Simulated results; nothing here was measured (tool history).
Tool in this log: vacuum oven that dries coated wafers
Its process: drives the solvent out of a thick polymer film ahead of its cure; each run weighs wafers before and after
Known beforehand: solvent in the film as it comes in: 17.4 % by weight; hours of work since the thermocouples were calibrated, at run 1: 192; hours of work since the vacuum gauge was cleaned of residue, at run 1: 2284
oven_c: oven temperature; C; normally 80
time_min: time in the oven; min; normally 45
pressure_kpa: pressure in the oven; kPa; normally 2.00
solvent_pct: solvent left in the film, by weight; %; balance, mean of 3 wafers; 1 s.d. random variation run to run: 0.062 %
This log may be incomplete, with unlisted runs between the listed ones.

run	hour	oven_c	time_min	pressure_kpa	hours of work since the thermocouples were calibrated	hours of work since the vacuum gauge was cleaned of residue	solvent_pct
1	0.0	80	45	2.00	192	2284	4.01
2	49.0	80	45	2.00	230	2323	3.93
3	117.3	88	45	2.00	284	2377	2.33
4	206.9	88	45	2.00	355	2447	2.39
5	280.9	88	45	2.00	413	2505	2.46
6	363.9	80	55	2.00	478	2571	3.35
7	420.6	80	55	2.00	523	2615	3.29
8	505.1	88	55	2.00	589	2682	1.92
9	564.4	88	55	2.00	636	2728	1.99
10	612.2	80	45	1.11	674	2766	3.50
11	668.6	80	45	1.11	718	2811	3.44
12	718.7	80	45	1.11	757	2850	3.52
13	786.9	80	45	1.11	811	2904	3.46
14	837.1	80	45	1.39	851	2943	3.67
# hour 912.3: vacuum gauge cleaned of residue and calibrated
15	921.2	71	69	2.63	916	7	4.46
16	987.6	82	62	1.94	968	59	2.00
17	1043.3	82	62	1.94	1012	103	2.03
18	1088.2	82	62	1.94	1047	138	2.02
19	1131.5	72	41	2.14	1081	172	5.89
20	1188.1	72	41	2.14	1126	217	5.79
21	1254.4	80	43	2.32	1178	269	3.87
22	1336.8	89	71	3.51	1243	334	1.74
# hour 1364.1: oven's thermocouples calibrated
23	1417.4	90	36	4.99	42	396	3.70
24	1488.6	90	36	4.99	98	452	3.64

Branching from run 24: 5 alternative next runs. What would each branch give?
A	1541.0	66	38	1.56	139	493	?
B	1541.0	72	45	2.00	139	493	?
C	1541.0	80	38	1.34	139	493	?
D	1541.0	80	22	3.30	139	493	?
E	1541.0	93	26	4.99	139	493	?

run	solvent_pct
A	8.17
B	5.96
C	3.97
D	7.56
E	3.97
Take away the tool's hidden state, keep each run's random variation, and the runs would have read:
run	solvent_pct
A	8.07
B	5.87
C	3.90
D	7.51
E	3.92

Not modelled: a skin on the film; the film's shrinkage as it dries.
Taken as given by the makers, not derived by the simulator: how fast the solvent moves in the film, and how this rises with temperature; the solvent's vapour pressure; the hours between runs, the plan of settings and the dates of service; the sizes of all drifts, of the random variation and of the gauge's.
